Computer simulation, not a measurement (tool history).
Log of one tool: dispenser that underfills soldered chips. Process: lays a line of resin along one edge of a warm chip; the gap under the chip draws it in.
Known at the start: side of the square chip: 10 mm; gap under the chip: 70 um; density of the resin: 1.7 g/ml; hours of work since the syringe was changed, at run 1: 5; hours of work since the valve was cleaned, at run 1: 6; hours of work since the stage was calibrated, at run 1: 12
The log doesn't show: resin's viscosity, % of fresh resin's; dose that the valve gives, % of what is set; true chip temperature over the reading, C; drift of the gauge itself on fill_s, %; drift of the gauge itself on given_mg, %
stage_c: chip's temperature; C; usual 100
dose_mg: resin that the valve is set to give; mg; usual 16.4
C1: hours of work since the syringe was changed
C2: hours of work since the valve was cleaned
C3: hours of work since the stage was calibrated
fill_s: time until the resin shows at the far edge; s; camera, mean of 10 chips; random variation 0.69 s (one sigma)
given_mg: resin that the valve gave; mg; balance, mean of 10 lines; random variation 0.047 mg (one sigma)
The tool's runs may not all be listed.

Run 1, day 0: usual settings; C1 5; C2 6; C3 12. Result: fill_s 81 s, given_mg 16.25 mg.
Run 2, day 0.1: usual settings but dose_mg 17.1 mg; C1 6; C2 8; C3 13. Result: fill_s 87.8 s, given_mg 16.96 mg.
At day 0.154: new syringe of resin.
Run 3, day 0.229: usual settings; C1 1; C2 9; C3 15. Result: fill_s 65.6 s, given_mg 16.24 mg.
Run 4, day 0.388: usual settings; C1 4; C2 12; C3 18. Result: fill_s 75.9 s, given_mg 16.27 mg.
Run 5, day 0.533: usual settings; C1 6; C2 14; C3 20. Result: fill_s 84.8 s, given_mg 16.21 mg.
At day 0.604: new syringe of resin.
Run 6, day 0.721: usual settings but dose_mg 18.6 mg; C1 2; C2 17; C3 22. Result: fill_s 68.1 s, given_mg 18.34 mg.
Run 7, day 0.908: usual settings but dose_mg 18.6 mg; C1 5; C2 20; C3 25. Result: fill_s 77.7 s, given_mg 18.28 mg.
Run 8, day 1.033: usual settings; C1 6; C2 22; C3 27. Result: fill_s 90.7 s, given_mg 16 mg.
At day 1.054: new syringe of resin.
Run 9, day 1.196: usual settings but dose_mg 17.4 mg; C1 2; C2 24; C3 29. Result: fill_s 67.7 s, given_mg 17 mg.
Run 10, day 1.317: usual settings; C1 4; C2 26; C3 31. Result: fill_s 78.1 s, given_mg 15.99 mg.
At day 1.504: new syringe of resin.
Run 11, day 1.508: usual settings; C1 0; C2 28; C3 34. Result: fill_s 62.4 s, given_mg 15.98 mg.
Run 12, day 1.625: usual settings; C1 2; C2 30; C3 36. Result: fill_s 68.9 s, given_mg 16.03 mg.
Run 13, day 1.75: usual settings but dose_mg 15.7 mg; C1 4; C2 32; C3 38. Result: fill_s 77.6 s, given_mg 15.31 mg.
Run 14, day 1.829: usual settings but dose_mg 17.2 mg; C1 5; C2 33; C3 39. Result: fill_s 82.4 s, given_mg 16.66 mg.
At day 1.958: new syringe of resin.
Run 15, day 1.962: usual settings but stage_c 107 C; C1 0; C2 35; C3 41. Result: fill_s 51.5 s, given_mg 15.93 mg.
Run 16, day 2.071: usual settings but stage_c 107 C; C1 2; C2 37; C3 42. Result: fill_s 55.2 s, given_mg 15.88 mg.
Run 17, day 2.221: usual settings but stage_c 107 C; C1 4; C2 39; C3 45. Result: fill_s 62.9 s, given_mg 15.83 mg.
Run 18, day 2.325: usual settings but stage_c 106 C; C1 6; C2 41; C3 46. Result: fill_s 70 s, given_mg 15.91 mg.
At day 2.4: new syringe of resin.
Run 19, day 2.446: usual settings but dose_mg 18.1 mg; C1 1; C2 42; C3 48. Result: fill_s 62.6 s, given_mg 17.4 mg.
Run 20, day 2.579: usual settings but stage_c 88 C, dose_mg 20.2 mg; C1 3; C2 44; C3 50. Result: fill_s 103.6 s, given_mg 19.45 mg.
Run 21, day 2.704: usual settings but stage_c 88 C, dose_mg 20.2 mg; C1 5; C2 46; C3 52. Result: fill_s 117.7 s, given_mg 19.27 mg.
Run 22, day 2.808: usual settings but stage_c 111 C, dose_mg 18.2 mg; C1 6; C2 48; C3 53. Result: fill_s 60.6 s, given_mg 17.46 mg.
At day 2.846: new syringe of resin.
Run 23, day 2.942: usual settings but stage_c 105 C, dose_mg 13.9 mg; C1 1; C2 50; C3 55. Result: fill_s 61.6 s, given_mg 13.32 mg.
Run 24, day 3.096: usual settings but stage_c 105 C, dose_mg 13.9 mg; C1 4; C2 52; C3 58. Result: fill_s 69.4 s, given_mg 13.29 mg.
Run 25, day 3.242: usual settings but stage_c 111 C, dose_mg 14.4 mg; C1 6; C2 54; C3 60. Result: fill_s 65.8 s, given_mg 13.7 mg.
At day 3.288: new syringe of resin.
Run 26, day 3.425: usual settings but stage_c 89 C, dose_mg 15.2 mg; C1 2; C2 57; C3 62. Result: fill_s 105 s, given_mg 14.47 mg.
At day 3.488: dispensing valve cleaned and set on the balance.
Run 27, day 3.625: usual settings but stage_c 103 C, dose_mg 16.2 mg; C1 4; C2 2; C3 65. Result: fill_s 73.7 s, given_mg 16.16 mg.
At day 3.783: new syringe of resin.
Run 28, day 3.783: usual settings but stage_c 85 C; C1 0; C2 4; C3 67. Result: fill_s 105.9 s, given_mg 16.33 mg.
Run 29, day 3.975: usual settings but stage_c 85 C; C1 3; C2 7; C3 70. Result: fill_s 123.9 s, given_mg 16.08 mg.
Run 30, day 4.154: usual settings but stage_c 97 C; C1 6; C2 10; C3 73. Result: fill_s 98.8 s, given_mg 16.23 mg.
At day 4.229: new syringe of resin.
Run 31, day 4.312: usual settings but stage_c 97 C; C1 1; C2 12; C3 75. Result: fill_s 72.5 s, given_mg 16.22 mg.
Run 32, day 4.488: usual settings but stage_c 104 C, dose_mg 17.9 mg; C1 4; C2 15; C3 77. Result: fill_s 66.8 s, given_mg 17.62 mg.
At day 4.671: new syringe of resin.
Run 33, day 4.675: usual settings but stage_c 96 C, dose_mg 19.4 mg; C1 0; C2 17; C3 80. Result: fill_s 67.7 s, given_mg 19 mg.
Run 34, day 4.796: usual settings but stage_c 96 C, dose_mg 19.4 mg; C1 2; C2 19; C3 82. Result: fill_s 75.9 s, given_mg 19.13 mg.
Run 35, day 4.875: usual settings but stage_c 106 C, dose_mg 13.9 mg; C1 3; C2 21; C3 83. Result: fill_s 63.9 s, given_mg 13.57 mg.

Hidden state at the last listed run before each entry between runs and at the first one after, where it differs:
Between runs 2 and 3: new syringe of resin (day 0.154)
  resin's viscosity, % of fresh resin's: 144.1 -> 106.9; dose that the valve gives, % of what is set: 99.19 -> 99.05; true chip temperature over the reading, C: 0.43 -> 0.42
  measured less the result without the state, fill_s: +26 -> +3.5 s; given_mg: -0.14 -> -0.16 mg
Between runs 5 and 6: new syringe of resin (day 0.604)
  resin's viscosity, % of fresh resin's: 140.2 -> 111.6; dose that the valve gives, % of what is set: 98.63 -> 98.41; true chip temperature over the reading, C: 0.39 -> 0.38
  measured less the result without the state, fill_s: +23.6 -> +6.5 s; given_mg: -0.22 -> -0.3 mg
Between runs 8 and 9: new syringe of resin (day 1.054)
  resin's viscosity, % of fresh resin's: 147.4 -> 114.4; dose that the valve gives, % of what is set: 98.05 -> 97.86; true chip temperature over the reading, C: 0.35 -> 0.34
  measured less the result without the state, fill_s: +28.8 -> +8.1 s; given_mg: -0.32 -> -0.37 mg
Between runs 10 and 11: new syringe of resin (day 1.504)
  resin's viscosity, % of fresh resin's: 127.9 -> 100.5; dose that the valve gives, % of what is set: 97.69 -> 97.46; true chip temperature over the reading, C: 0.33 -> 0.31
  measured less the result without the state, fill_s: +16.7 -> +0.1 s; given_mg: -0.38 -> -0.42 mg
Between runs 14 and 15: new syringe of resin (day 1.958)
  resin's viscosity, % of fresh resin's: 133.8 -> 102; dose that the valve gives, % of what is set: 97.06 -> 96.91; true chip temperature over the reading, C: 0.28 -> 0.27
  measured less the result without the state, fill_s: +20.6 -> +0.9 s; given_mg: -0.51 -> -0.5 mg
Between runs 18 and 19: new syringe of resin (day 2.4)
  resin's viscosity, % of fresh resin's: 140.7 -> 103.8; dose that the valve gives, % of what is set: 96.44 -> 96.29; true chip temperature over the reading, C: 0.24 -> 0.23
  measured less the result without the state, fill_s: +20.3 -> +2.3 s; given_mg: -0.59 -> -0.67 mg
Between runs 22 and 23: new syringe of resin (day 2.846)
  resin's viscosity, % of fresh resin's: 143.2 -> 108.3; dose that the valve gives, % of what is set: 95.81 -> 95.65; true chip temperature over the reading, C: 0.2 -> 0.19
  measured less the result without the state, fill_s: +18.4 -> +5.6 s; given_mg: -0.76 -> -0.61 mg
Between runs 25 and 26: new syringe of resin (day 3.288)
  resin's viscosity, % of fresh resin's: 141.3 -> 114.6; dose that the valve gives, % of what is set: 95.26 -> 95.02; true chip temperature over the reading, C: 0.16 -> 0.14
  measured less the result without the state, fill_s: +20 -> +14.5 s; given_mg: -0.68 -> -0.75 mg
Between runs 26 and 27: dispensing valve cleaned and set on the balance (day 3.488)
  resin's viscosity, % of fresh resin's: 114.6 -> 132.1; dose that the valve gives, % of what is set: 95.02 -> 99.54; true chip temperature over the reading, C: 0.14 -> 0.13
  measured less the result without the state, fill_s: +14.5 -> +17.7 s; given_mg: -0.75 -> -0.08 mg
Between runs 27 and 28: new syringe of resin (day 3.783)
  resin's viscosity, % of fresh resin's: 132.1 -> 102; dose that the valve gives, % of what is set: 99.54 -> 99.34; true chip temperature over the reading, C: 0.13 -> 0.12
  measured less the result without the state, fill_s: +17.7 -> +1.8 s; given_mg: -0.08 -> -0.11 mg
Between runs 30 and 31: new syringe of resin (day 4.229)
  resin's viscosity, % of fresh resin's: 142.2 -> 106.6; dose that the valve gives, % of what is set: 98.87 -> 98.66; true chip temperature over the reading, C: 0.09 -> 0.07
  measured less the result without the state, fill_s: +29.3 -> +4.5 s; given_mg: -0.19 -> -0.22 mg
Between runs 32 and 33: new syringe of resin (day 4.671)
  resin's viscosity, % of fresh resin's: 124.5 -> 99.2; dose that the valve gives, % of what is set: 98.45 -> 98.22; true chip temperature over the reading, C: 0.06 -> 0.04
  measured less the result without the state, fill_s: +13.2 -> -0.6 s; given_mg: -0.28 -> -0.35 mg
